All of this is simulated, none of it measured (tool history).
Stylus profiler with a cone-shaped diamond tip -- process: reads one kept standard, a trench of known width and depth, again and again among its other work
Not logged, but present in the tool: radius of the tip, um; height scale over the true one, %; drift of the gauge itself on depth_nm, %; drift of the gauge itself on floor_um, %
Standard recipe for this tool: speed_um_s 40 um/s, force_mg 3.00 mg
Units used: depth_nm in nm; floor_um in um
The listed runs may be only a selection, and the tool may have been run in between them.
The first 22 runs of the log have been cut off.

run,day,speed_um_s,force_mg,scans with this tip,hours of work since the height scale was calibrated,depth_nm,floor_um
23,51.367,40,3.48,7783,699,202.27,46.59
24,53.983,40,3.48,7899,727,202.34,46.48
# day 54.229: height scale calibrated on a step standard
25,55.471,81,1.38,7964,13,201.65,46.26
26,57.304,81,1.38,8044,32,201.62,46.31
27,60.575,11,3.00,8189,66,202.39,46.63
28,63.238,116,1.03,8306,94,201.50,45.97
29,66.108,131,1.68,8433,124,201.77,46.07
30,68.279,131,1.68,8528,147,201.87,46.04
31,69.725,131,1.68,8592,162,201.91,46.03
32,72.567,123,1.69,8717,192,201.90,46.06
# day 73.329: height scale calibrated on a step standard, once more
33,74.979,38,3.93,8823,17,201.88,46.49
34,77.488,38,3.93,8934,44,201.97,46.50
35,79.429,16,6.31,9019,64,202.67,46.53
36,81.321,16,6.31,9103,84,202.74,46.56
37,84.425,56,3.00,9240,116,201.66,46.37
38,86.579,96,3.60,9335,139,201.92,46.26
39,89.379,13,1.80,9458,168,201.12,46.50
40,92.400,13,1.80,9591,200,201.26,46.50
41,94.975,13,1.80,9705,227,201.28,46.50
42,97.600,63,1.83,9821,254,201.26,46.23
43,100.821,63,1.83,9963,288,201.25,46.24
44,103.808,25,7.19,10094,319,203.14,46.44
45,105.267,25,2.13,10159,335,201.43,46.46
46,107.521,17,3.00,10258,358,201.78,46.47

What if the next run were any one of these 4? Each begins from the tool's condition after run 46:
A,110.771,72,2.35,10402,392,?,?
B,110.771,45,2.76,10402,392,?,?
C,110.771,40,1.45,10402,392,?,?
D,110.771,23,3.00,10402,392,?,?

run,depth_nm,floor_um
A,201.53,46.22
B,201.74,46.33
C,201.24,46.30
D,201.79,46.40
With no hidden state in the tool, these same runs would have given:
run,depth_nm,floor_um
A,201.39,46.93
B,201.60,47.04
C,201.10,47.01
D,201.65,47.11
